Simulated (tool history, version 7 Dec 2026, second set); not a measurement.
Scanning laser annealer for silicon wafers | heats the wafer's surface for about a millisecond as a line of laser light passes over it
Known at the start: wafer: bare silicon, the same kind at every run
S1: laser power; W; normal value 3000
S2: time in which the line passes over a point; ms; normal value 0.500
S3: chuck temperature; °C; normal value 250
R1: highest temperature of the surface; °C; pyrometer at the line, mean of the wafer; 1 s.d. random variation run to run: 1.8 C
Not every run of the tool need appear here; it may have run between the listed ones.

run,hour,S1,S2,S3,R1
1,0.0,3000,0.500,250,1021
2,36.2,3000,0.500,250,1022
3,66.6,3000,0.500,215,985
4,103.9,3000,0.500,250,1020
5,146.7,3000,0.500,250,1022
6,184.4,3000,0.500,250,1019
7,204.9,2732,0.500,250,939
8,233.4,2732,0.500,250,938
9,263.0,2732,0.500,250,942
10,299.4,2732,0.500,250,940
11,342.3,2732,0.500,250,940
12,384.7,2764,0.467,286,962
13,410.8,2738,0.500,250,941
14,444.9,2858,0.534,250,1000
15,485.2,2858,0.487,271,990
16,519.2,3000,0.451,281,1015
17,538.4,3075,0.480,287,1065
18,566.8,3000,0.437,240,958
19,604.8,3000,0.501,250,1021

Here are 4 independent what-if runs from the current tool condition. What would each one return?
A,624.1,2859,0.501,250,?
B,624.1,2591,0.435,273,?
C,624.1,3000,0.383,276,?
D,624.1,3000,0.500,242,?

run,R1
A,978
B,881
C,952
D,1010
Had the tool no hidden state, the same runs would have come out as:
run,R1
A,979
B,882
C,953
D,1011
